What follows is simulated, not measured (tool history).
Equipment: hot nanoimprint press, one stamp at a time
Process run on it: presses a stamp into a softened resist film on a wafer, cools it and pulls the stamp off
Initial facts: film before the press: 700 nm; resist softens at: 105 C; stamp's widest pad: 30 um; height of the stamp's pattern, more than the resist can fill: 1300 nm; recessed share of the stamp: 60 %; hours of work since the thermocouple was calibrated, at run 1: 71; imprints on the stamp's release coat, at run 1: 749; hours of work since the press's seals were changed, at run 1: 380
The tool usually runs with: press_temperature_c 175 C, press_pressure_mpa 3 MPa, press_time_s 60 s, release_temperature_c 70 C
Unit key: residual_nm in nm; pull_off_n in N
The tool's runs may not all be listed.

| run | hour | press_temperature_c | press_pressure_mpa | press_time_s | release_temperature_c | hours of work since the thermocouple was calibrated | imprints on the stamp's release coat | hours of work since the press's seals were changed | residual_nm | pull_off_n |
|---|---|---|---|---|---|---|---|---|---|---|
| 1 | 0 | 175 | 3 | 60 | 70 | 71 | 749 | 380 | 266.8 | 105.1 |
| 2 | 90.8 | 175 | 3 | 60 | 70 | 107 | 997 | 417 | 268.8 | 106.6 |
|  | 124.6 | stamp cleaned and given a new release coat |
| 3 | 139.6 | 175 | 3 | 73 | 70 | 125 | 41 | 434 | 247.9 | 100.8 |
| 4 | 191.4 | 175 | 3 | 73 | 70 | 145 | 182 | 455 | 249 | 99.6 |
| 5 | 291.6 | 175 | 3 | 60 | 70 | 186 | 456 | 495 | 271.5 | 102.8 |
|  | 332.4 | press's hydraulic seals changed and the load cell set to zero |
| 6 | 348.6 | 175 | 3 | 60 | 70 | 205 | 590 | 7 | 267.1 | 103.8 |
| 7 | 428 | 175 | 3 | 60 | 70 | 237 | 806 | 38 | 270.5 | 106.6 |
| 8 | 492.5 | 175 | 2.06 | 60 | 70 | 263 | 982 | 64 | 321.6 | 108.9 |
|  | 532.3 | stamp cleaned and given a new release coat |
| 9 | 554.2 | 175 | 2.06 | 60 | 70 | 286 | 60 | 87 | 321.9 | 101.1 |
|  | 580.3 | plate thermocouple calibrated |
| 10 | 630.4 | 175 | 2.06 | 60 | 70 | 20 | 260 | 116 | 328.6 | 102.7 |
| 11 | 687.3 | 175 | 2.06 | 60 | 70 | 43 | 415 | 139 | 331.5 | 106.3 |
| 12 | 785 | 175 | 3.82 | 53 | 70 | 82 | 682 | 178 | 261.5 | 108 |
| 13 | 854.3 | 181 | 2.03 | 61 | 60 | 110 | 871 | 206 | 279 | 125.6 |
|  | 934.5 | stamp cleaned and given a new release coat |
| 14 | 938.3 | 181 | 2.03 | 61 | 60 | 141 | 10 | 237 | 279.7 | 120.4 |

For run 15, what comes out?
| 15 | 992.3 | 181 | 2.03 | 61 | 60 | 163 | 157 | 259 | ? | ? |

residual_nm: 280.9 nm
pull_off_n: 120 N
The same run, on a tool lacking any hidden state, would have yielded residual_nm 263.3 nm, pull_off_n 114.9 N.
